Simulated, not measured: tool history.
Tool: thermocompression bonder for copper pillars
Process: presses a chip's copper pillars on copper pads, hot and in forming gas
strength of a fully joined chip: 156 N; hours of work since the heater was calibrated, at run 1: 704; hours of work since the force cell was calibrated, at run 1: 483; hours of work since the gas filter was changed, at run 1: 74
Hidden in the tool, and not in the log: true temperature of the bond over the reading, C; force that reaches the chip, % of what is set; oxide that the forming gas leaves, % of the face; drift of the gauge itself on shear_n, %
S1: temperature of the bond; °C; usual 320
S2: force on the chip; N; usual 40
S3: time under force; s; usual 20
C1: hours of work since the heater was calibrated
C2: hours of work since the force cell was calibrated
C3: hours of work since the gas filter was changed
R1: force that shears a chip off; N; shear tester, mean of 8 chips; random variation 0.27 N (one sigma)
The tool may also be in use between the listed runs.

run 1 hour=0 | S1=320 S2=40 S3=20 | C1=704 C2=483 C3=74 | R1=73.9
run 2 hour=22.5 | S1=331 S2=40 S3=20 | C1=721 C2=500 C3=91 | R1=81.8
run 3 hour=58.4 | S1=331 S2=40 S3=20 | C1=749 C2=528 C3=119 | R1=81.6
run 4 hour=79.7 | S1=331 S2=29 S3=20 | C1=766 C2=544 C3=136 | R1=57.5
run 5 hour=103 | S1=331 S2=29 S3=20 | C1=784 C2=563 C3=154 | R1=57.4
run 6 hour=135.7 | S1=331 S2=29 S3=20 | C1=809 C2=588 C3=179 | R1=57.3
run 7 hour=151 | S1=320 S2=33 S3=20 | C1=821 C2=600 C3=191 | R1=59.6
run 8 hour=179 | S1=320 S2=33 S3=20 | C1=843 C2=621 C3=213 | R1=59.5
run 9 hour=194.9 | S1=320 S2=33 S3=20 | C1=855 C2=634 C3=225 | R1=59.1
run 10 hour=232 | S1=320 S2=40 S3=20 | C1=884 C2=662 C3=254 | R1=72.4
run 11 hour=252.3 | S1=320 S2=40 S3=20 | C1=899 C2=678 C3=269 | R1=73
-- hour=259.7 heater calibrated with a thermocouple chip
run 12 hour=286.5 | S1=320 S2=40 S3=20 | C1=21 C2=703 C3=294 | R1=73.1
-- hour=299.3 forming gas filter changed
run 13 hour=310.6 | S1=320 S2=40 S3=43 | C1=39 C2=721 C3=9 | R1=93.9
run 14 hour=347.4 | S1=320 S2=40 S3=43 | C1=68 C2=750 C3=37 | R1=93.7
run 15 hour=368.2 | S1=320 S2=40 S3=43 | C1=84 C2=766 C3=53 | R1=93.6
-- hour=385.9 gauge calibrated
run 16 hour=398.3 | S1=320 S2=40 S3=43 | C1=107 C2=789 C3=77 | R1=95.5
run 17 hour=418.3 | S1=320 S2=40 S3=43 | C1=123 C2=805 C3=92 | R1=95
run 18 hour=444.9 | S1=320 S2=40 S3=43 | C1=143 C2=825 C3=113 | R1=94.8
run 19 hour=465.8 | S1=297 S2=40 S3=20 | C1=159 C2=842 C3=129 | R1=57.7
run 20 hour=483.2 | S1=297 S2=40 S3=20 | C1=173 C2=855 C3=143 | R1=58
run 21 hour=504.2 | S1=306 S2=32 S3=20 | C1=189 C2=871 C3=159 | R1=49.8
run 22 hour=520.2 | S1=306 S2=32 S3=20 | C1=202 C2=884 C3=171 | R1=49.4
run 23 hour=544.4 | S1=297 S2=36 S3=21 | C1=220 C2=903 C3=190 | R1=52
run 24 hour=576.1 | S1=317 S2=58 S3=35 | C1=245 C2=927 C3=214 | R1=116.1
run 25 hour=591.7 | S1=317 S2=58 S3=47 | C1=257 C2=939 C3=227 | R1=123.1
run 26 hour=623.9 | S1=320 S2=25 S3=10 | C1=282 C2=964 C3=252 | R1=31.5
run 27 hour=653 | S1=337 S2=44 S3=22 | C1=304 C2=987 C3=274 | R1=94.4
-- hour=690.5 forming gas filter changed
run 28 hour=690.5 | S1=340 S2=44 S3=35 | C1=333 C2=1015 C3=0 | R1=109.6
-- hour=693.3 gauge calibrated
run 29 hour=726.9 | S1=328 S2=51 S3=20 | C1=361 C2=1044 C3=28 | R1=100
run 30 hour=746.2 | S1=328 S2=51 S3=20 | C1=376 C2=1059 C3=43 | R1=98.4
run 31 hour=773.6 | S1=331 S2=40 S3=16 | C1=398 C2=1080 C3=64 | R1=74.7
run 32 hour=795.6 | S1=332 S2=59 S3=19 | C1=415 C2=1097 C3=81 | R1=112.5
run 33 hour=815.8 | S1=320 S2=38 S3=12 | C1=430 C2=1112 C3=97 | R1=57.4
-- hour=819.2 force cell calibrated
run 34 hour=851.6 | S1=320 S2=38 S3=28 | C1=457 C2=25 C3=124 | R1=78
run 35 hour=868.5 | S1=341 S2=33 S3=12 | C1=470 C2=38 C3=137 | R1=60
run 36 hour=900.3 | S1=341 S2=33 S3=22 | C1=494 C2=63 C3=161 | R1=75
run 37 hour=915.3 | S1=341 S2=33 S3=24 | C1=506 C2=74 C3=173 | R1=77.3
run 38 hour=933.1 | S1=341 S2=33 S3=24 | C1=520 C2=88 C3=187 | R1=77.3
run 39 hour=949.6 | S1=328 S2=40 S3=37 | C1=533 C2=101 C3=200 | R1=95.1

Forecast each of these 3 alternatives for the next run:
run A hour=979.1 | S1=350 S2=48 S3=39 | C1=556 C2=124 C3=222 | R1=?
run B hour=979.1 | S1=328 S2=48 S3=48 | C1=556 C2=124 C3=222 | R1=?
run C hour=979.1 | S1=293 S2=59 S3=20 | C1=556 C2=124 C3=222 | R1=?

run=A R1=125.3
run=B R1=116.8
run=C R1=82.6
Without the tool's hidden state the same runs would have given:
run=A R1=127.4
run=B R1=118.8
run=C R1=84.1
